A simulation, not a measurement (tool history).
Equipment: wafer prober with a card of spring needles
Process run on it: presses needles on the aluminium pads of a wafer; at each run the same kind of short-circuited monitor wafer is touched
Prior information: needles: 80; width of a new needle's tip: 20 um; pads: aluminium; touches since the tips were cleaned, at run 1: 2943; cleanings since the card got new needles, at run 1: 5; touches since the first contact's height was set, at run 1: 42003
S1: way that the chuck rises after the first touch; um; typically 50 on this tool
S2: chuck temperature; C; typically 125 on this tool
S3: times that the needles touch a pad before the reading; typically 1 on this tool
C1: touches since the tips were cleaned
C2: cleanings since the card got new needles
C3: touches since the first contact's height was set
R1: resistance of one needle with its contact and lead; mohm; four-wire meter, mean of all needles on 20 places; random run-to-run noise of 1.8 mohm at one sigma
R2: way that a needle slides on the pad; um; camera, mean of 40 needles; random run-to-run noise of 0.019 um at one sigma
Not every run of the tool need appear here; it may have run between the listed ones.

run 1 hour=0.0 | S1=50 S2=125 S3=1 | C1=2943 C2=5 C3=42003 | R1=182 R2=7.57
run 2 hour=7.4 | S1=50 S2=125 S3=1 | C1=5151 C2=5 C3=44211 | R1=184 R2=7.58
run 3 hour=12.0 | S1=50 S2=125 S3=1 | C1=6536 C2=5 C3=45596 | R1=185 R2=7.58
-- hour=13.0 tips cleaned on abrasive film
run 4 hour=18.5 | S1=50 S2=125 S3=1 | C1=1667 C2=6 C3=47525 | R1=186 R2=7.55
run 5 hour=24.4 | S1=50 S2=43 S3=1 | C1=3425 C2=6 C3=49283 | R1=169 R2=7.58
run 6 hour=34.5 | S1=50 S2=27 S3=1 | C1=6440 C2=6 C3=52298 | R1=163 R2=7.60
-- hour=35.2 tips cleaned on abrasive film
run 7 hour=42.5 | S1=50 S2=27 S3=1 | C1=2173 C2=7 C3=54657 | R1=170 R2=7.62
run 8 hour=50.6 | S1=50 S2=27 S3=1 | C1=4600 C2=7 C3=57084 | R1=166 R2=7.56
run 9 hour=57.0 | S1=50 S2=125 S3=1 | C1=6511 C2=7 C3=58995 | R1=182 R2=7.57
-- hour=57.8 tips cleaned on abrasive film
run 10 hour=66.8 | S1=59 S2=125 S3=1 | C1=2699 C2=8 C3=61905 | R1=179 R2=8.93
run 11 hour=71.4 | S1=65 S2=125 S3=1 | C1=4074 C2=8 C3=63280 | R1=178 R2=9.87
-- hour=80.7 tips cleaned on abrasive film
run 12 hour=81.8 | S1=65 S2=125 S3=1 | C1=334 C2=9 C3=66363 | R1=176 R2=9.85
run 13 hour=86.9 | S1=65 S2=125 S3=1 | C1=1868 C2=9 C3=67897 | R1=178 R2=9.87
run 14 hour=94.4 | S1=65 S2=125 S3=1 | C1=4100 C2=9 C3=70129 | R1=178 R2=9.89
-- hour=103.2 tips cleaned on abrasive film
run 15 hour=105.1 | S1=65 S2=125 S3=1 | C1=590 C2=10 C3=73326 | R1=179 R2=9.86
run 16 hour=111.3 | S1=50 S2=125 S3=1 | C1=2436 C2=10 C3=75172 | R1=183 R2=7.55
run 17 hour=117.3 | S1=50 S2=125 S3=1 | C1=4235 C2=10 C3=76971 | R1=189 R2=7.59
-- hour=126.0 tips cleaned on abrasive film
run 18 hour=126.3 | S1=50 S2=125 S3=1 | C1=99 C2=11 C3=79638 | R1=182 R2=7.58
run 19 hour=131.2 | S1=50 S2=125 S3=1 | C1=1567 C2=11 C3=81106 | R1=185 R2=7.59
-- hour=138.3 height of the first contact set anew
run 20 hour=141.0 | S1=58 S2=35 S3=2 | C1=4391 C2=11 C3=795 | R1=166 R2=8.81
run 21 hour=146.4 | S1=31 S2=49 S3=1 | C1=6007 C2=11 C3=2411 | R1=184 R2=4.71
-- hour=148.9 tips cleaned on abrasive film
run 22 hour=151.5 | S1=33 S2=107 S3=1 | C1=774 C2=12 C3=3919 | R1=193 R2=5.00
run 23 hour=158.8 | S1=69 S2=34 S3=1 | C1=2951 C2=12 C3=6096 | R1=162 R2=10.49
run 24 hour=168.7 | S1=69 S2=34 S3=1 | C1=5934 C2=12 C3=9079 | R1=161 R2=10.46
-- hour=171.2 tips cleaned on abrasive film
run 25 hour=176.1 | S1=50 S2=44 S3=1 | C1=1480 C2=13 C3=11252 | R1=168 R2=7.57
run 26 hour=180.8 | S1=50 S2=32 S3=2 | C1=2899 C2=13 C3=12671 | R1=163 R2=7.59
run 27 hour=190.4 | S1=67 S2=125 S3=2 | C1=5755 C2=13 C3=15527 | R1=176 R2=10.16
-- hour=193.7 tips cleaned on abrasive film
run 28 hour=195.3 | S1=67 S2=88 S3=2 | C1=490 C2=14 C3=16979 | R1=170 R2=10.19
run 29 hour=201.0 | S1=67 S2=88 S3=2 | C1=2187 C2=14 C3=18676 | R1=171 R2=10.18
run 30 hour=211.3 | S1=32 S2=88 S3=2 | C1=5262 C2=14 C3=21751 | R1=189 R2=4.90
-- hour=216.1 tips cleaned on abrasive film
run 31 hour=218.0 | S1=36 S2=47 S3=1 | C1=578 C2=15 C3=23731 | R1=175 R2=5.46
run 32 hour=224.9 | S1=50 S2=125 S3=1 | C1=2645 C2=15 C3=25798 | R1=181 R2=7.59
run 33 hour=232.6 | S1=68 S2=125 S3=1 | C1=4955 C2=15 C3=28108 | R1=177 R2=10.37
-- hour=238.3 tips cleaned on abrasive film
run 34 hour=242.8 | S1=68 S2=125 S3=1 | C1=1351 C2=16 C3=31124 | R1=181 R2=10.32
run 35 hour=251.4 | S1=68 S2=125 S3=1 | C1=3925 C2=16 C3=33698 | R1=180 R2=10.32

Consider 4 possible next runs. They are alternatives, not a sequence: every one starts from the tool as it was left by run 35. What does each give?
-- hour=260.6 tips cleaned on abrasive film
run A hour=260.8 | S1=50 S2=48 S3=3 | C1=66 C2=17 C3=36496 | R1=? R2=?
-- hour=260.6 tips cleaned on abrasive film
run B hour=260.8 | S1=68 S2=34 S3=1 | C1=66 C2=17 C3=36496 | R1=? R2=?
-- hour=260.6 tips cleaned on abrasive film
run C hour=260.8 | S1=50 S2=125 S3=3 | C1=66 C2=17 C3=36496 | R1=? R2=?
-- hour=260.6 tips cleaned on abrasive film
run D hour=260.8 | S1=58 S2=32 S3=1 | C1=66 C2=17 C3=36496 | R1=? R2=?

run=A R1=169 R2=7.60
run=B R1=156 R2=10.30
run=C R1=182 R2=7.57
run=D R1=161 R2=8.80
The same runs, with their run-to-run variation unchanged, on a tool lacking any hidden condition would have given:
run=A R1=169 R2=7.60
run=B R1=156 R2=10.30
run=C R1=182 R2=7.57
run=D R1=161 R2=8.80

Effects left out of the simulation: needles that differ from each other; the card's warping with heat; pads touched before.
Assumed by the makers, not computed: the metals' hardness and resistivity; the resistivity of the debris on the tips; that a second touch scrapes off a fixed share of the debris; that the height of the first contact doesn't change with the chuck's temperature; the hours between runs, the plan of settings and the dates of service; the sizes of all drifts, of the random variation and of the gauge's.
